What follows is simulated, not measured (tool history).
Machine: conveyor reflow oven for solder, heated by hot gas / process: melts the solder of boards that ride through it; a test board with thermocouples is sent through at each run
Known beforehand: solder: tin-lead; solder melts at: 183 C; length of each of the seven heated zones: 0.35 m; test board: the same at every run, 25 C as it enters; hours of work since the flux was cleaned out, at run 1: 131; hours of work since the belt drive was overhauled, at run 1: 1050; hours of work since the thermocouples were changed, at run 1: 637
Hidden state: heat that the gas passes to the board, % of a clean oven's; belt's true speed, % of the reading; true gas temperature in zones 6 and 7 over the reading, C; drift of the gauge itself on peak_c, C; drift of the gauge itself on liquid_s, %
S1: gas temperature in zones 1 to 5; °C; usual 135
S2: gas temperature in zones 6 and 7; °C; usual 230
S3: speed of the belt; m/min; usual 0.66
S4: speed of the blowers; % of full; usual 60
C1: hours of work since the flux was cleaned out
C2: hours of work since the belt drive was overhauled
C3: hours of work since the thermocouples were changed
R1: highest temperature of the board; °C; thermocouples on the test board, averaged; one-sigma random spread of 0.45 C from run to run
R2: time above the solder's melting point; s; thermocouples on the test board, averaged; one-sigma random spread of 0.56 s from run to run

Run 1, hour 0: usual settings; C1 131; C2 1050; C3 637. Result: R1 208.3 °C, R2 41.1 s.
Run 2, hour 33.6: usual settings; C1 154; C2 1073; C3 660. Result: R1 207.7 °C, R2 40.6 s.
Run 3, hour 109.2: usual settings; C1 207; C2 1126; C3 713. Result: R1 207.8 °C, R2 39.4 s.
Run 4, hour 157.4: usual settings but S4 82 % of full; C1 241; C2 1160; C3 747. Result: R1 211.7 °C, R2 43 s.
Run 5, hour 203.2: usual settings but S4 82 % of full; C1 273; C2 1192; C3 779. Result: R1 210.9 °C, R2 43.7 s.
Run 6, hour 249.1: usual settings but S4 71 % of full; C1 305; C2 1224; C3 811. Result: R1 209.5 °C, R2 42.3 s.
Run 7, hour 311.9: usual settings but S4 71 % of full; C1 349; C2 1268; C3 855. Result: R1 209.8 °C, R2 40.9 s.
Run 8, hour 379.6: usual settings but S4 71 % of full; C1 397; C2 1316; C3 903. Result: R1 208.1 °C, R2 39.6 s.
Run 9, hour 457.2: usual settings but S4 71 % of full; C1 451; C2 1370; C3 957. Result: R1 206.8 °C, R2 39.8 s.
At hour 464.4: belt drive overhauled, speed set with a stopwatch.
At hour 506: flux residue cleaned out of gas plates and filters.
Run 10, hour 543.8: usual settings; C1 26; C2 52; C3 1011. Result: R1 209.3 °C, R2 40.6 s.
At hour 590.1: thermocouples of zones 6 and 7 changed.
Run 11, hour 618.5: usual settings but S3 0.701 m/min; C1 77; C2 103; C3 20. Result: R1 208.3 °C, R2 37.9 s.
Run 12, hour 671.3: usual settings but S3 0.701 m/min; C1 114; C2 140; C3 57. Result: R1 207.7 °C, R2 37.4 s.
At hour 721.7: belt drive overhauled, speed set with a stopwatch, once more.
Run 13, hour 743.7: usual settings but S3 0.701 m/min; C1 162; C2 15; C3 105. Result: R1 206.8 °C, R2 35 s.
Run 14, hour 794.3: usual settings but S3 0.701 m/min; C1 198; C2 51; C3 140. Result: R1 204.7 °C, R2 33.5 s.
Run 15, hour 827.1: usual settings but S3 0.701 m/min; C1 221; C2 74; C3 163. Result: R1 204.7 °C, R2 34.1 s.
Run 16, hour 891.2: usual settings but S3 0.701 m/min; C1 266; C2 119; C3 208. Result: R1 204.3 °C, R2 32.4 s.
Run 17, hour 949.3: usual settings but S2 220 °C, S3 0.531 m/min; C1 306; C2 159; C3 249. Result: R1 205.2 °C, R2 47.3 s.
Run 18, hour 987.9: usual settings but S2 220 °C, S3 0.531 m/min; C1 333; C2 187; C3 276. Result: R1 204.7 °C, R2 47.5 s.
Run 19, hour 1036.2: usual settings but S2 220 °C, S3 0.531 m/min; C1 367; C2 220; C3 310. Result: R1 205 °C, R2 46.2 s.
Run 20, hour 1087.3: usual settings but S2 220 °C, S3 0.775 m/min, S4 52 % of full; C1 403; C2 256; C3 346. Result: R1 189.3 °C, R2 10.8 s.
Run 21, hour 1147.7: usual settings but S1 134 °C, S2 221 °C, S3 0.716 m/min, S4 65 % of full; C1 445; C2 298; C3 388. Result: R1 196.1 °C, R2 21.8 s.
At hour 1203.1: flux residue cleaned out of gas plates and filters.
Run 22, hour 1226: usual settings but S1 134 °C, S2 221 °C, S3 0.716 m/min, S4 65 % of full; C1 16; C2 350; C3 439. Result: R1 199.1 °C, R2 27.5 s.
Run 23, hour 1262.4: usual settings but S1 131 °C, S2 221 °C, S3 0.587 m/min, S4 65 % of full; C1 42; C2 375; C3 465. Result: R1 205.7 °C, R2 41.6 s.
Run 24, hour 1328.1: usual settings but S1 129 °C, S2 229 °C, S3 0.725 m/min, S4 62 % of full; C1 88; C2 421; C3 511. Result: R1 202.6 °C, R2 29.3 s.
Run 25, hour 1376.7: usual settings but S1 143 °C, S2 236 °C, S3 0.725 m/min, S4 62 % of full; C1 122; C2 455; C3 545. Result: R1 212.1 °C, R2 41 s.
Run 26, hour 1433.7: usual settings but S2 232 °C, S3 0.565 m/min, S4 58 % of full; C1 162; C2 495; C3 585. Result: R1 213.9 °C, R2 53.3 s.
Run 27, hour 1483.4: usual settings but S1 138 °C, S2 233 °C, S3 0.535 m/min, S4 63 % of full; C1 196; C2 530; C3 620. Result: R1 217.8 °C, R2 59.7 s.
Run 28, hour 1536.1: usual settings but S1 138 °C, S2 233 °C, S3 0.535 m/min, S4 63 % of full; C1 233; C2 567; C3 656. Result: R1 217 °C, R2 59.1 s.
Run 29, hour 1595.4: usual settings but S2 237 °C; C1 275; C2 609; C3 698. Result: R1 211.7 °C, R2 42.2 s.
Run 30, hour 1628.3: usual settings but S2 218 °C; C1 298; C2 632; C3 721. Result: R1 197.4 °C, R2 26.6 s.
Run 31, hour 1690.6: usual settings but S2 218 °C; C1 342; C2 675; C3 765. Result: R1 195.4 °C, R2 26 s.

How the hidden state differs across the entries between the runs, from the last listed run before each to the first after it:
Run 9 -> run 10: belt drive overhauled, speed set with a stopwatch (hour 464.4); flux residue cleaned out of gas plates and filters (hour 506)
  heat that the gas passes to the board, % of a clean oven's: 85.6 -> 98.6; belt's true speed, % of the reading: 97.73 -> 97.13; true gas temperature in zones 6 and 7 over the reading, C: -2.31 -> -2.47
  difference, measured minus the result without the unlogged condition, R1: -5.1 -> -1.4 °C; R2: -4 -> +0.2 s
Run 10 -> run 11: thermocouples of zones 6 and 7 changed (hour 590.1)
  heat that the gas passes to the board, % of a clean oven's: 98.6 -> 97; belt's true speed, % of the reading: 97.13 -> 97.04; true gas temperature in zones 6 and 7 over the reading, C: -2.47 -> -0.19
  difference, measured minus the result without the unlogged condition, R1: -1.4 -> +0.2 °C; R2: +0.2 -> +1.3 s
Run 12 -> run 13: belt drive overhauled, speed set with a stopwatch, once more (hour 721.7)
  heat that the gas passes to the board, % of a clean oven's: 95.7 -> 94.1; belt's true speed, % of the reading: 96.98 -> 99.89; true gas temperature in zones 6 and 7 over the reading, C: -0.3 -> -0.44
  difference, measured minus the result without the unlogged condition, R1: -0.2 -> -1.9 °C; R2: +0.9 -> -1.9 s
Run 21 -> run 22: flux residue cleaned out of gas plates and filters (hour 1203.1)
  heat that the gas passes to the board, % of a clean oven's: 85.4 -> 99.3; belt's true speed, % of the reading: 99.4 -> 99.31; true gas temperature in zones 6 and 7 over the reading, C: -1.29 -> -1.43
  difference, measured minus the result without the unlogged condition, R1: -5 -> -1.1 °C; R2: -6.3 -> -0.9 s
